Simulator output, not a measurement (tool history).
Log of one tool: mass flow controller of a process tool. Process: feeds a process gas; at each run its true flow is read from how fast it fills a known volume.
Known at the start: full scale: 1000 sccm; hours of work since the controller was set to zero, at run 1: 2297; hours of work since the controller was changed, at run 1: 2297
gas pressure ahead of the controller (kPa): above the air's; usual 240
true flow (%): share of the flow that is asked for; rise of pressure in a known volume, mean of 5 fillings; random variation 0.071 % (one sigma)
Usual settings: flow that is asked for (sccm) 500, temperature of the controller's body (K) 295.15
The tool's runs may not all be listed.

run    hour  flow that is asked for (sccm)  gas pressure ahead of the controller (kPa)  temperature of the controller's body (K)  hours of work since the controller was set to zero  hours of work since the controller was changed  true flow (%)
  1       0                            500                                         240                                    295.15                                                2297                                            2297         100.06
  2    88.1                            500                                         240                                    295.15                                                2361                                            2361         100.06
  3   143.4                            500                                         249                                    295.15                                                2401                                            2401          99.91
  4   212.5                            500                                         240                                    295.15                                                2451                                            2451          99.82
  5   299.3                            500                                         240                                    295.15                                                2513                                            2513          99.78
  6   379.8                            500                                         240                                    295.15                                                2571                                            2571          99.64
  7   470.8                            500                                         240                                    295.15                                                2637                                            2637          99.44
  8   527.5                            500                                         240                                    295.15                                                2678                                            2678          99.45
  9   613.8                            500                                         240                                    295.15                                                2740                                            2740          99.24
 10   683.7                            500                                         240                                    295.15                                                2790                                            2790          99.31
 11   774.8                            500                                         240                                    295.15                                                2856                                            2856          99.27
 12   848.7                            500                                         240                                    295.15                                                2909                                            2909          99.09
 13   907.9                            500                                         240                                    295.15                                                2952                                            2952          99.01
 14     978                            500                                         240                                    295.15                                                3003                                            3003          98.94
 15  1081.3                            500                                         240                                    295.15                                                3077                                            3077          98.89
 16  1139.1                            161                                         240                                    295.15                                                3119                                            3119          98.76
 17  1185.1                            161                                         240                                    295.15                                                3152                                            3152          98.61
 18  1236.8                            500                                         240                                    295.15                                                3189                                            3189          98.72
 19  1320.6                            500                                         240                                    295.15                                                3250                                            3250           98.6
 20  1427.4                            500                                         240                                    295.15                                                3327                                            3327          98.42
 21    1511                            500                                         240                                    300.15                                                3387                                            3387          97.88
 22  1586.9                            500                                         240                                    300.15                                                3442                                            3442          97.85
 23  1672.2                            500                                         240                                    300.15                                                3503                                            3503          97.73
 24  1772.4                            500                                         240                                    300.15                                                3576                                            3576          97.66
 25  1877.2                            500                                         240                                    300.15                                                3651                                            3651          97.42
 26  1951.8                            500                                         240                                    300.15                                                3705                                            3705          97.52
 27  2027.3                            377                                         216                                    304.15                                                3759                                            3759          96.95
 28  2096.4                            176                                         240                                    300.15                                                3809                                            3809          97.25
 29    2169                            936                                         262                                    300.15                                                3862                                            3862          97.43
 30  2271.7                            936                                         262                                    300.15                                                3936                                            3936          97.16
 31    2352                            936                                         262                                    302.15                                                3994                                            3994          96.94
 32  2416.2                            936                                         262                                    302.15                                                4040                                            4040          96.86
 33  2520.6                            936                                         262                                    302.15                                                4115                                            4115          96.86
 34  2580.9                            936                                         262                                    302.15                                                4159                                            4159          96.74
 35  2627.9                            936                                         151                                    301.15                                                4193                                            4193          96.77
     2698.8  -- gauge calibrated
 36  2711.1                            116                                         240                                    295.15                                                4252                                            4252          99.99
 37  2814.1                            101                                         172                                    295.15                                                4327                                            4327          99.72
 38  2898.4                            101                                         172                                    295.15                                                4388                                            4388          99.84
 39  2996.1                            500                                         262                                    298.15                                                4458                                            4458           99.3
 40  3042.6                            626                                         171                                    294.15                                                4492                                            4492          99.96
 41  3123.5                            626                                         171                                    294.15                                                4550                                            4550          99.78
 42  3186.4                            626                                         254                                    301.15                                                4595                                            4595          98.82
 43  3251.9                            626                                         253                                    301.15                                                4642                                            4642          98.94
 44  3304.3                            626                                         253                                    301.15                                                4680                                            4680          98.92
 45  3399.9                            500                                         210                                    308.15                                                4749                                            4749          98.14
 46  3463.8                            298                                         153                                    296.15                                                4795                                            4795          99.05
 47  3533.2                            298                                         153                                    296.15                                                4845                                            4845          99.05

The same runs without the tool's hidden state, with the same run-to-run variation:
The hidden state here: flow at rest that the sensor doesn't see, % of full scale; true flow over the shown one, %; drift of the gauge itself on true_pct, %.
run  true flow (%)
  1         100.06
  2         100.15
  3         100.07
  4         100.05
  5          100.1
  6         100.05
  7          99.95
  8         100.02
  9          99.91
 10         100.05
 11         100.11
 12         100.01
 13          99.99
 14            100
 15         100.07
 16          99.99
 17          99.88
 18         100.06
 19         100.03
 20          99.97
 21           99.5
 22          99.56
 23          99.54
 24          99.57
 25          99.44
 26          99.62
 27          99.13
 28          99.49
 29          99.77
 30          99.62
 31          99.47
 32          99.47
 33          99.58
 34          99.52
 35           99.6
 36          99.99
 37          99.83
 38         100.04
 39          99.62
 40         100.33
 41         100.24
 42          99.34
 43          99.54
 44          99.57
 45          98.89
 46          99.88
 47          99.95
